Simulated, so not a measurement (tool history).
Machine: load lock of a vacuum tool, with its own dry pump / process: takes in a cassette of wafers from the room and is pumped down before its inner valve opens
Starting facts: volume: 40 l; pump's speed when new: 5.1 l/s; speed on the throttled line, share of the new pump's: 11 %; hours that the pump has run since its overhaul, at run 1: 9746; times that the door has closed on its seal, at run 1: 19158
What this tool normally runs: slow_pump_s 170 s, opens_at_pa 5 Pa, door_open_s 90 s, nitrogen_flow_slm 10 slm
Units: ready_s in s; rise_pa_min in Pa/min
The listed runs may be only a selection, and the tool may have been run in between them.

run      day  slow_pump_s  opens_at_pa  door_open_s  nitrogen_flow_slm  hours that the pump has run since its overhaul  times that the door has closed on its seal  incoming humidity of the room's air, %  ready_s  rise_pa_min
  1    0.000          170            5           90                 10                                            9746                                       19158                                    43.7    235.2        0.185
  2   13.446          112            5           90                 10                                           10069                                       20228                                    45.1    184.4        0.195
  3   27.829          170            5          141                 10                                           10414                                       21372                                    43.5    236.1        0.217
  4   38.717          170            5          141                 10                                           10675                                       22238                                    42.1    235.1        0.228
  5   52.342          170            5          141                 10                                           11002                                       23322                                    44.7    237.1        0.244
  6   64.833          170            5          141                 10                                           11302                                       24316                                    44.8    237.0        0.253
  7   75.396          170            5           90                 10                                           11556                                       25156                                    46.2    236.2        0.257
  8   90.188          170            5           90                 10                                           11911                                       26332                                    44.4    236.9        0.270
  9  106.304          170            5           90                 10                                           12297                                       27615                                    45.3    237.0        0.299
 10  113.912          170            5           90                 28                                           12480                                       28220                                    44.6    236.7        0.270
 11  125.604          170            5           90                 28                                           12761                                       29150                                    44.2    237.0        0.296
 12  132.733          170            7           90                 10                                           12932                                       29717                                    44.0    233.6        0.318
 13  140.721          170            7           90                 10                                           13123                                       30352                                    45.5    233.8        0.336
 14  156.625          170            7           90                 10                                           13505                                       31618                                    40.2    234.1        0.338
 15  173.138          170            5           90                 10                                           13901                                       32931                                    44.8    237.1        0.369
 16  184.238          170            5           90                 10                                           14168                                       33814                                    43.0    237.6        0.368
 17  200.850          252            5           90                 10                                           14566                                       35135                                    40.6    310.2        0.398
 18  210.638          252            5           90                 10                                           14801                                       35914                                    46.2    310.0        0.402
     217.508  -- door's seal changed, seat wiped
 19  221.617          252            5           33                 10                                           15063                                         327                                    48.5    310.3        0.035
 20  233.162          252            5           33                 10                                           15340                                        1245                                    46.2    310.3        0.030
 21  240.458          252           10           33                  8                                           15516                                        1825                                    41.1    304.3        0.043
 22  254.854          170            8           90                 10                                           15861                                        2970                                    47.2    233.8        0.056
 23  265.604          170            8           90                 10                                           16119                                        3826                                    44.6    234.3        0.053
 24  272.612          170            8           90                 10                                           16287                                        4383                                    45.2    234.7        0.056
 25  280.254          271            9           90                  5                                           16471                                        4991                                    47.4    322.3        0.083
 26  292.521          249            4           90                 10                                           16765                                        5967                                    45.5    309.8        0.063
 27  299.254          249            4           90                 10                                           16927                                        6502                                    46.1    310.4        0.075
 28  306.996          170            5          178                 10                                           17112                                        7118                                    45.1    239.3        0.085
 29  323.025          170            5          178                 10                                           17497                                        8393                                    45.5    239.1        0.084
 30  337.142          172            6          108                  5                                           17836                                        9516                                    46.6    239.6        0.106
 31  353.729          172            6          108                  5                                           18234                                       10836                                    46.1    240.6        0.123
 32  366.204          172            5          108                  5                                           18533                                       11828                                    43.6    242.7        0.119
 33  382.538          172            7          108                  5                                           18925                                       13127                                    42.3    238.2        0.141
 34  396.521          172            7          108                  5                                           19261                                       14240                                    48.2    240.2        0.149
 35  406.133          172            7          108                  8                                           19492                                       15004                                    44.4    240.5        0.144

Across each entry between runs, compare the hidden state at the last listed run before it with the hidden state at the first listed run after it:
Logged between run 18 and run 19: door's seal changed, seat wiped (day 217.508)
  pump's speed, % of a new pump's: 88.8 -> 88.6; leak at the door's seal, Pa l/s: 0.2469 -> 0.0028
  measured value less the no-hidden-state value, ready_s: +6.7 -> +6.8 s; rise_pa_min: +0.364 -> +0.001 Pa/min

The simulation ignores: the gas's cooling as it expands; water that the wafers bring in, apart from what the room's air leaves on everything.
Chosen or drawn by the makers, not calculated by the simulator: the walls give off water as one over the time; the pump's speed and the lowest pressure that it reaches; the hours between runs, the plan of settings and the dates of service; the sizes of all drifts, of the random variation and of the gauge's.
